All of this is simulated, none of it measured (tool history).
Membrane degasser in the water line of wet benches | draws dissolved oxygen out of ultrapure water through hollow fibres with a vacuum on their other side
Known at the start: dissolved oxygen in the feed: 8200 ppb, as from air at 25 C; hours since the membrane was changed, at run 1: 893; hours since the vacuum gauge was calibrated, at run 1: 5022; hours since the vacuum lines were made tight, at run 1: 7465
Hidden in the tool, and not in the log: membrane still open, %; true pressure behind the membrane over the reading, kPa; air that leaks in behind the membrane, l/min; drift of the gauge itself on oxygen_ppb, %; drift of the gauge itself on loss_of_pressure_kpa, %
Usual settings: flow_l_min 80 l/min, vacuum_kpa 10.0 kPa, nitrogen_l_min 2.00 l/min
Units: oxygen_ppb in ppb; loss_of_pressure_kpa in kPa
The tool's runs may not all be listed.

run	hour	flow_l_min	vacuum_kpa	nitrogen_l_min	hours since the membrane was changed	hours since the vacuum gauge was calibrated	hours since the vacuum lines were made tight	oxygen_ppb	loss_of_pressure_kpa
1	0.0	80	10.0	2.00	893	5022	7465	691.9	69.64
2	75.4	80	10.0	2.00	968	5098	7541	704.3	69.31
3	120.4	80	10.0	2.00	1013	5143	7586	698.6	69.26
4	177.1	80	10.0	2.00	1070	5199	7642	698.8	69.41
5	230.1	80	10.0	0.81	1123	5252	7695	1132.9	69.50
# hour 301.5: seals of the vacuum lines changed
6	307.4	80	10.0	0.81	1198	5328	6	1106.8	69.31
7	340.1	79	10.0	2.00	1231	5360	39	701.5	68.32
8	375.1	79	10.0	2.00	1266	5395	74	695.4	68.73
9	417.4	74	10.0	2.00	1308	5438	116	644.2	64.31
10	466.7	80	10.0	2.00	1357	5487	165	695.5	69.80
11	541.8	80	10.0	2.00	1432	5562	240	702.2	69.07
12	592.0	80	10.0	2.00	1483	5612	290	705.0	69.50
13	629.5	63	16.6	1.69	1520	5650	328	1019.8	54.63
14	664.9	63	16.6	1.69	1555	5685	363	1003.0	54.52
15	708.8	82	11.7	2.52	1599	5729	407	734.7	71.31
16	758.8	78	10.0	4.53	1649	5779	457	439.0	67.83
17	806.5	78	24.4	2.94	1697	5827	505	1229.1	67.37
18	843.5	84	17.1	1.25	1734	5864	542	1590.4	72.75
19	910.3	66	10.0	3.98	1801	5931	609	380.5	57.60

Forecast each of these 3 alternatives for the next run:
# hour 936.3: vacuum gauge calibrated
A	941.7	80	10.5	2.00	1832	5	640	?	?
# hour 936.3: vacuum gauge calibrated
B	941.7	66	10.0	1.51	1832	5	640	?	?
# hour 936.3: vacuum gauge calibrated
C	941.7	119	10.0	3.98	1832	5	640	?	?

run	oxygen_ppb	loss_of_pressure_kpa
A	728.2	69.59
B	663.4	57.11
C	801.9	103.87
Without the tool's hidden state the same runs would have given:
run	oxygen_ppb	loss_of_pressure_kpa
A	724.1	69.05
B	660.8	56.66
C	793.6	103.06
